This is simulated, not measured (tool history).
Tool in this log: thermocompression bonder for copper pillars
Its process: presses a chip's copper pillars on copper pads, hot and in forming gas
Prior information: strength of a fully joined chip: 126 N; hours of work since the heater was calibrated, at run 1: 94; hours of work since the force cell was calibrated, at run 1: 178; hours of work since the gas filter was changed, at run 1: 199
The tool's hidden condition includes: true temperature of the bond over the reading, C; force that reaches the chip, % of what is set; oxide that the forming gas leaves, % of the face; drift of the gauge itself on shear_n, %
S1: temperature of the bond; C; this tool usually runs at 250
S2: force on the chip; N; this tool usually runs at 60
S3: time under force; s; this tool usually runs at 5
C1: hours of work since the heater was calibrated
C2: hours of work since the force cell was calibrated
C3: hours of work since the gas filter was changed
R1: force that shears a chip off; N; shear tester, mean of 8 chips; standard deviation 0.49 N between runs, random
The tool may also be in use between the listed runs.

| run | hour | S1 | S2 | S3 | C1 | C2 | C3 | R1 |
|---|---|---|---|---|---|---|---|---|
| 1 | 0.0 | 250 | 60 | 5 | 94 | 178 | 199 | 73.3 |
| 2 | 5.9 | 250 | 60 | 10 | 98 | 181 | 202 | 88.8 |
| 3 | 12.3 | 250 | 87 | 5 | 101 | 185 | 206 | 97.5 |
| 4 | 20.7 | 250 | 87 | 5 | 106 | 190 | 211 | 96.6 |
| 5 | 27.8 | 250 | 87 | 5 | 110 | 194 | 215 | 96.2 |
| 6 | 35.8 | 250 | 87 | 5 | 115 | 199 | 220 | 97.1 |
| 7 | 40.3 | 250 | 87 | 5 | 118 | 201 | 223 | 97.5 |

Expected results for the next run?
| 8 | 44.0 | 241 | 57 | 5 | 120 | 204 | 225 | ? |

{"run 8": {"R1": 62.8}}
With no hidden state in the tool, this same run would have given R1 63.0 N.

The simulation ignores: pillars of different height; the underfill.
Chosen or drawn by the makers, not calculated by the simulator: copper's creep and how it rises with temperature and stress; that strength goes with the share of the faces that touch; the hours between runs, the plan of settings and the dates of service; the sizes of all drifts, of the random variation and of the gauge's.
